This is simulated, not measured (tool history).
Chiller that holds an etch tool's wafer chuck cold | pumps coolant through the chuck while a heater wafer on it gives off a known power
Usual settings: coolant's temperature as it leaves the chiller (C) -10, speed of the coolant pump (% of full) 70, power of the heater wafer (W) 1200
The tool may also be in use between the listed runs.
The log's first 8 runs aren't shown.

run	hour	coolant's temperature as it leaves the chiller (C)	speed of the coolant pump (% of full)	power of the heater wafer (W)	hours since the coolant was changed and the channels were flushed	hours since the pump was overhauled	hours since the chiller's thermometer was calibrated	chuck's temperature once it has settled (C)	how much warmer the coolant comes back (C)
9	476.3	-19	70	1200	5096	1565	476	-8.5	3.85
10	533.5	-10	70	1200	5153	1622	534	0.4	3.90
11	600.7	-10	70	1200	5221	1689	601	0.5	3.94
12	667.5	-1	70	1200	5287	1756	667	9.6	3.86
13	735.6	-1	70	1200	5356	1824	736	9.5	3.93
14	776.0	-1	70	1200	5396	1865	776	9.5	3.90
# hour 784.5: chiller's thermometer calibrated
15	852.0	-1	70	1200	5471	1940	67	9.4	3.89
16	932.2	-19	70	1200	5551	2020	148	-8.6	3.92
17	969.7	-12	63	1059	5589	2057	185	-2.2	3.84
18	1003.1	-10	71	1059	5622	2091	219	-1.1	3.31
19	1077.5	-6	71	1059	5696	2165	293	3.3	3.36
20	1139.0	-3	94	992	5758	2227	354	4.3	2.30
# hour 1145.1: chiller's thermometer calibrated, once more
21	1197.8	-3	94	992	5816	2284	53	4.3	2.37
22	1252.6	-15	90	845	5871	2339	107	-8.4	2.13
23	1313.5	-15	90	845	5931	2400	168	-8.4	2.11
24	1394.7	-15	90	845	6013	2481	250	-8.5	2.12
25	1460.4	-4	70	1007	6078	2547	315	5.1	3.20
26	1501.0	-18	67	640	6119	2588	356	-12.1	2.18
27	1550.2	-20	84	1200	6168	2637	405	-10.6	3.20
28	1609.5	-10	79	1705	6227	2696	464	4.2	4.87
29	1683.9	-10	79	1705	6302	2771	539	4.2	4.83
30	1717.4	-10	92	1705	6335	2804	572	2.9	4.11
31	1759.0	-10	92	1705	6377	2846	614	3.1	4.12
32	1803.9	-10	70	1035	6422	2891	659	-0.7	3.32

3 ways to go on from here, each from the tool as it stands after run 32. What would each give?
A	1856.9	-9	83	1200	6475	2944	712	?	?
B	1856.9	-4	88	1145	6475	2944	712	?	?
C	1856.9	-10	81	1200	6475	2944	712	?	?

run	chuck's temperature once it has settled (C)	how much warmer the coolant comes back (C)
A	0.7	3.30
B	4.9	2.92
C	-0.5	3.33
Without the tool's hidden state the same runs would have given:
run	chuck's temperature once it has settled (C)	how much warmer the coolant comes back (C)
A	0.0	3.26
B	4.3	2.88
C	-1.1	3.28
